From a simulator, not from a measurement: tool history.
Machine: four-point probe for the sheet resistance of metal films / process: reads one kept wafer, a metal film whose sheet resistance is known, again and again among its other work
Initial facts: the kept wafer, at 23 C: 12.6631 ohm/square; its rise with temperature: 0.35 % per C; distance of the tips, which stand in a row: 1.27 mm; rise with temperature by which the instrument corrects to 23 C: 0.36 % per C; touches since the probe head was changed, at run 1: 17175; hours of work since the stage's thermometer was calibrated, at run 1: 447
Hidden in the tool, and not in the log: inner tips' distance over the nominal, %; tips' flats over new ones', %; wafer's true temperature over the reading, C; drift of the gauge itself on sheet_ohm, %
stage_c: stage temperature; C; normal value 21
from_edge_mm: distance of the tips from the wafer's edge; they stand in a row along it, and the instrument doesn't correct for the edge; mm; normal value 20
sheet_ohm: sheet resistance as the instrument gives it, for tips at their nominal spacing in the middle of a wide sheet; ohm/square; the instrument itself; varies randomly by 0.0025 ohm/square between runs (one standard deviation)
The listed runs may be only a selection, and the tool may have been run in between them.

run,hour,stage_c,from_edge_mm,touches since the probe head was changed,hours of work since the stage's thermometer was calibrated,sheet_ohm
1,0,21,20,17175,447,12.690985
2,16.3,30,20,17438,456,12.669289
3,36.4,30,20,17762,467,12.6674
4,49.8,21,20,17977,474,12.684541
5,62.9,21,20,18188,481,12.694337
6,87.2,21,20,18581,493,12.686789
7,114.3,21,20,19018,508,12.685103
8,142.9,21,20,19478,523,12.688309
9,159.5,21,37,19746,532,12.670413
10,184.3,21,4,20146,545,13.307306
11,204.4,22,4,20470,555,13.308872
12,232.8,21,16,20928,570,12.707431
# hour 234.9: stage's thermometer calibrated
13,256.2,21,16,21297,11,12.707132
14,284.8,21,5,21758,26,13.092657
15,308.3,21,20,22137,39,12.695144
16,328.4,21,5,22460,49,13.092464
# hour 338.7: stage's thermometer calibrated, once more
17,353.4,21,20,22855,8,12.68152
18,373.5,21,20,23179,18,12.675651
19,391,21,16,23461,28,12.693311
20,412.2,21,16,23804,39,12.698984
21,427.6,21,16,24051,47,12.69325
22,447.7,21,16,24376,58,12.697452
23,473.2,21,16,24787,71,12.696046
24,490.9,29,20,25072,80,12.664596
25,503.9,31,20,25281,87,12.658126
26,532.9,23,20,25749,103,12.679205
27,559.1,21,8,26171,116,12.82042
28,586,26,37,26605,131,12.650393
29,614.5,24,22,27064,146,12.673356
30,636.2,24,22,27414,157,12.665791
31,665.2,27,6,27881,172,12.941057
32,678.3,24,14,28093,179,12.70894
33,700.9,34,31,28457,191,12.646203
34,713.7,34,31,28663,198,12.64583
35,732.6,34,31,28968,208,12.640801
36,762.3,34,31,29446,224,12.639467
37,781.1,30,12,29749,234,12.714023
38,801.1,28,15,30072,244,12.692106
39,824.6,24,8,30451,257,12.820032
40,852,19,33,30893,271,12.671159
41,880.5,19,33,31352,286,12.672516
42,904,21,12,31730,298,12.734682
43,932.3,18,4,32188,313,13.321905
44,960,35,8,32634,328,12.800318

Alternative continuations, all from the tool just after run 44; predict every row:
A,979.7,35,3,32951,338,?
B,979.7,23,4,32951,338,?
C,979.7,24,9,32951,338,?
D,979.7,20,15,32951,338,?

run,sheet_ohm
A,13.736779
B,13.304341
C,12.784278
D,12.706969
The same runs, with their run-to-run variation unchanged, on a tool lacking any hidden condition would have given:
run,sheet_ohm
A,13.745693
B,13.312878
C,12.792532
D,12.715134
